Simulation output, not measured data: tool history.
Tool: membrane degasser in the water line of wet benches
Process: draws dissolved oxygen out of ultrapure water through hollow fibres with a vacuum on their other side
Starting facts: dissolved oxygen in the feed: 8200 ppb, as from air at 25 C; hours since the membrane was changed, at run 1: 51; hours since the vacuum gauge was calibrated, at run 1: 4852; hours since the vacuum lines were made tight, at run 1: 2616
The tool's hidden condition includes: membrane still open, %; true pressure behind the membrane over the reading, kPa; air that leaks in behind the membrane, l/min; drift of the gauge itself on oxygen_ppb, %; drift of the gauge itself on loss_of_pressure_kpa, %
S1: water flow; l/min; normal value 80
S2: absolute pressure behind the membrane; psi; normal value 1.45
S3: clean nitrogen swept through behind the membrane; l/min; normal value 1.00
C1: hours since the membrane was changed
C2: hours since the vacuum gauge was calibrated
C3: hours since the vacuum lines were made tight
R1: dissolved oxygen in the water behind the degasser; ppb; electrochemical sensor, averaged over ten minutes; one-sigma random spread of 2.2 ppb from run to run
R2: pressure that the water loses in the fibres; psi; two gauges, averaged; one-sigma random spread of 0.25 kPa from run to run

run,day,S1,S2,S3,C1,C2,C3,R1,R2
1,0.000,80,1.45,1.00,51,4852,2616,873.5,9.818
2,12.104,80,1.45,1.00,341,5143,2907,869.4,9.877
3,25.854,80,1.45,1.00,671,5473,3237,872.7,9.864
4,36.075,75,1.45,1.00,917,5718,3482,831.6,9.271
5,43.938,61,1.45,1.00,1105,5907,3671,722.1,7.562
# day 47.875: vacuum gauge calibrated
6,57.254,80,1.45,1.00,1424,225,3990,867.7,9.847
7,69.646,80,1.45,1.00,1722,523,4287,870.0,9.848
8,77.842,59,1.07,0.96,1918,719,4484,464.6,7.248
# day 89.850: seals of the vacuum lines changed
9,90.121,80,1.45,1.76,2211,1012,6,598.6,9.825
10,96.612,54,2.84,1.00,2367,1168,162,1435.8,6.609
11,109.708,80,1.81,1.00,2681,1482,477,1147.0,9.822
12,118.408,80,1.81,1.00,2890,1691,685,1142.8,9.852
13,130.679,73,1.45,0.65,3185,1985,980,1057.6,8.992

Alternative continuations, all from the tool just after run 13; predict every row:
A,144.321,48,1.04,2.34,3512,2313,1307,?,?
B,144.321,78,3.10,0.80,3512,2313,1307,?,?
C,144.321,80,0.94,2.57,3512,2313,1307,?,?
D,144.321,51,0.99,1.53,3512,2313,1307,?,?

run,R1,R2
A,189.4,5.929
B,2259.7,9.575
C,242.0,9.852
D,254.6,6.271
Take away the tool's hidden state, keep each run's random variation, and the runs would have read:
run,R1,R2
A,189.4,5.928
B,2259.6,9.574
C,241.9,9.851
D,254.5,6.270

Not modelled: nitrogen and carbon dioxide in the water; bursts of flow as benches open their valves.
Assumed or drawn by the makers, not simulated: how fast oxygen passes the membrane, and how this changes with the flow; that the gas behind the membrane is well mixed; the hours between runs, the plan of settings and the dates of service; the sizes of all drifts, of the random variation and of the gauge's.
